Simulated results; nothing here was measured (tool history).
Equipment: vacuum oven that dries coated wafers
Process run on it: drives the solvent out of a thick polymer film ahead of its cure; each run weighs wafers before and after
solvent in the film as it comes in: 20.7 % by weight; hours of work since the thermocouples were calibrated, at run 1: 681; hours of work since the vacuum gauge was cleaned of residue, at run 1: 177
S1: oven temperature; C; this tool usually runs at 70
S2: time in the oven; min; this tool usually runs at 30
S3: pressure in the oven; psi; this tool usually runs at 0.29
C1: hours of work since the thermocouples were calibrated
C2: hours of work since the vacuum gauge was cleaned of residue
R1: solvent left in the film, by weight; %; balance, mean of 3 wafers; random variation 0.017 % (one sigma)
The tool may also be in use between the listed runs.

Run 1, hour 0: usual settings; C1 681; C2 177. Result: R1 1.59 %.
Run 2, hour 18.4: usual settings; C1 690; C2 186. Result: R1 1.55 %.
Run 3, hour 27.5: usual settings; C1 694; C2 191. Result: R1 1.57 %.
Run 4, hour 45.4: usual settings; C1 703; C2 199. Result: R1 1.58 %.
Run 5, hour 63.1: usual settings but S2 21 min; C1 711; C2 208. Result: R1 2.77 %.
Run 6, hour 75.8: usual settings but S2 41 min; C1 717; C2 214. Result: R1 1.02 %.
At hour 78.6: vacuum gauge cleaned of residue and calibrated.
Run 7, hour 93.4: usual settings but S2 41 min; C1 725; C2 7. Result: R1 1.02 %.
Run 8, hour 109.5: usual settings; C1 733; C2 15. Result: R1 1.58 %.
Run 9, hour 120: usual settings; C1 738; C2 20. Result: R1 1.57 %.
At hour 131.8: vacuum gauge cleaned of residue and calibrated, once more.
Run 10, hour 131.8: usual settings but S1 74 C, S2 24 min; C1 743; C2 0. Result: R1 1.35 %.
Run 11, hour 142.8: usual settings but S1 66 C, S2 21 min; C1 748; C2 5. Result: R1 4.05 %.
Run 12, hour 152: usual settings but S2 48 min; C1 752; C2 10. Result: R1 0.82 %.
Run 13, hour 170.5: usual settings but S1 60 C, S2 31 min, S3 0.458 psi; C1 761; C2 19. Result: R1 4.84 %.
Run 14, hour 187.2: usual settings but S1 62 C, S2 37 min, S3 0.252 psi; C1 769; C2 27. Result: R1 2.68 %.
Run 15, hour 197.8: usual settings but S1 62 C, S2 37 min, S3 0.252 psi; C1 774; C2 32. Result: R1 2.66 %.
Run 16, hour 210.3: usual settings but S2 44 min, S3 0.692 psi; C1 781; C2 38. Result: R1 1.8 %.
Run 17, hour 220.9: usual settings but S2 44 min, S3 0.692 psi; C1 786; C2 43. Result: R1 1.8 %.

Some steps in R1, run to run, broken into two amounts with sign: the step expected even without the hidden condition (settings, incoming material, random variation), and the rest, left for the hidden condition together with whatever gauge scatter is not in both the measured and the hidden-condition-free result:
Unlogged tool condition in this case: true wafer temperature over the reading, C; true pressure over the reading, kPa; drift of the gauge itself on solvent_pct, %.
Run 12 -> 13: S1 70 -> 60, S2 48 -> 31, S3 0.29 -> 0.458. R1 +4.02 %: hidden state -0.57, all else +4.59.
